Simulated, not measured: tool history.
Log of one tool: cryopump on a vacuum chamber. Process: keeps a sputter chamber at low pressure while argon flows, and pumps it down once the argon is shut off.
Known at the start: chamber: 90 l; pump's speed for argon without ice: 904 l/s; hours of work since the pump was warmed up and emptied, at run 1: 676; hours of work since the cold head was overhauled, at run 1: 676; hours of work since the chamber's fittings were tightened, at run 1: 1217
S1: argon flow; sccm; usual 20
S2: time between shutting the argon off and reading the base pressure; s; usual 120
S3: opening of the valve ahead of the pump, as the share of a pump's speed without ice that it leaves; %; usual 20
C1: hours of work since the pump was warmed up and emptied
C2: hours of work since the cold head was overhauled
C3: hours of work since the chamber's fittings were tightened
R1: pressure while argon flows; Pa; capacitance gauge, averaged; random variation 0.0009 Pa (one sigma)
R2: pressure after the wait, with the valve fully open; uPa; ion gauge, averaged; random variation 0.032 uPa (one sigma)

run 1 day=0 | S1=20 S2=120 S3=20 | C1=676 C2=676 C3=1217 | R1=0.1922 R2=4.38
run 2 day=2.379 | S1=20 S2=28 S3=20 | C1=715 C2=715 C3=1257 | R1=0.193 R2=8.65
run 3 day=4.125 | S1=20 S2=28 S3=20 | C1=744 C2=744 C3=1286 | R1=0.1934 R2=9.07
run 4 day=5.788 | S1=20 S2=28 S3=20 | C1=771 C2=771 C3=1313 | R1=0.1928 R2=9
run 5 day=7.288 | S1=20 S2=28 S3=20 | C1=796 C2=796 C3=1338 | R1=0.1932 R2=9.33
run 6 day=9.212 | S1=20 S2=120 S3=23 | C1=828 C2=828 C3=1370 | R1=0.1692 R2=4.89
run 7 day=10.912 | S1=20 S2=120 S3=20 | C1=856 C2=856 C3=1398 | R1=0.1944 R2=4.9
run 8 day=12.038 | S1=20 S2=120 S3=20 | C1=875 C2=875 C3=1417 | R1=0.1943 R2=4.92
run 9 day=14.162 | S1=20 S2=120 S3=20 | C1=910 C2=910 C3=1452 | R1=0.1957 R2=5.08
run 10 day=15.988 | S1=20 S2=120 S3=20 | C1=940 C2=940 C3=1482 | R1=0.1948 R2=5.12
run 11 day=18.029 | S1=20 S2=172 S3=20 | C1=974 C2=974 C3=1516 | R1=0.1957 R2=4.98
run 12 day=19.271 | S1=20 S2=172 S3=20 | C1=995 C2=995 C3=1537 | R1=0.1947 R2=4.81
run 13 day=21.058 | S1=20 S2=172 S3=20 | C1=1024 C2=1024 C3=1566 | R1=0.1963 R2=5.06
run 14 day=23.062 | S1=20 S2=120 S3=20 | C1=1057 C2=1057 C3=1599 | R1=0.1955 R2=5.54
run 15 day=25.483 | S1=20 S2=120 S3=20 | C1=1097 C2=1097 C3=1639 | R1=0.1989 R2=5.67
-- day=25.983 pump warmed up, emptied and cooled again
run 16 day=28.125 | S1=20 S2=120 S3=20 | C1=36 C2=1138 C3=1680 | R1=0.1872 R2=4.85
run 17 day=30.229 | S1=20 S2=120 S3=20 | C1=70 C2=1173 C3=1715 | R1=0.1891 R2=5.13
run 18 day=31.633 | S1=9 S2=120 S3=47 | C1=94 C2=1196 C3=1738 | R1=0.0358 R2=5.11
run 19 day=34.012 | S1=9 S2=269 S3=47 | C1=133 C2=1235 C3=1777 | R1=0.0361 R2=4.46
run 20 day=35.162 | S1=20 S2=182 S3=20 | C1=152 C2=1254 C3=1796 | R1=0.1902 R2=4.9
run 21 day=36.954 | S1=22 S2=51 S3=20 | C1=182 C2=1284 C3=1826 | R1=0.2072 R2=7.09
-- day=39.412 leaking fittings of the chamber tightened, without venting
run 22 day=39.412 | S1=36 S2=35 S3=35 | C1=221 C2=1323 C3=0 | R1=0.1979 R2=4.82
run 23 day=41.854 | S1=19 S2=54 S3=26 | C1=261 C2=1364 C3=40 | R1=0.1396 R2=3.3
run 24 day=44.217 | S1=19 S2=267 S3=26 | C1=301 C2=1403 C3=80 | R1=0.1405 R2=1.15
run 25 day=46.375 | S1=19 S2=267 S3=26 | C1=336 C2=1438 C3=115 | R1=0.1388 R2=1.17
run 26 day=48.446 | S1=10 S2=224 S3=17 | C1=371 C2=1473 C3=150 | R1=0.1122 R2=1.37
run 27 day=50.138 | S1=20 S2=100 S3=55 | C1=399 C2=1501 C3=178 | R1=0.0709 R2=2.35
run 28 day=52.3 | S1=22 S2=100 S3=55 | C1=434 C2=1537 C3=213 | R1=0.0783 R2=2.4
run 29 day=53.512 | S1=14 S2=283 S3=55 | C1=454 C2=1557 C3=233 | R1=0.0503 R2=1.39
run 30 day=55.096 | S1=31 S2=290 S3=20 | C1=481 C2=1583 C3=260 | R1=0.2955 R2=1.46
run 31 day=56.258 | S1=25 S2=290 S3=43 | C1=500 C2=1602 C3=279 | R1=0.1149 R2=1.44
run 32 day=58.129 | S1=25 S2=290 S3=43 | C1=531 C2=1633 C3=310 | R1=0.1147 R2=1.59
run 33 day=59.883 | S1=10 S2=140 S3=31 | C1=560 C2=1662 C3=339 | R1=0.0631 R2=2.19

4 ways to go on from here, each from the tool as it stands after run 33. What would each give?
run A day=62.25 | S1=19 S2=31 S3=26 | C1=599 C2=1701 C3=378 | R1=? R2=?
run B day=62.25 | S1=10 S2=140 S3=16 | C1=599 C2=1701 C3=378 | R1=? R2=?
run C day=62.25 | S1=13 S2=120 S3=20 | C1=599 C2=1701 C3=378 | R1=? R2=?
run D day=62.25 | S1=10 S2=140 S3=27 | C1=599 C2=1701 C3=378 | R1=? R2=?

run=A R1=0.141 R2=6.09
run=B R1=0.1202 R2=2.31
run=C R1=0.1249 R2=2.4
run=D R1=0.0719 R2=2.3
Without the tool's hidden state the same runs would have given:
run=A R1=0.1359 R2=5.24
run=B R1=0.1175 R2=1.45
run=C R1=0.1214 R2=1.57
run=D R1=0.0692 R2=1.45

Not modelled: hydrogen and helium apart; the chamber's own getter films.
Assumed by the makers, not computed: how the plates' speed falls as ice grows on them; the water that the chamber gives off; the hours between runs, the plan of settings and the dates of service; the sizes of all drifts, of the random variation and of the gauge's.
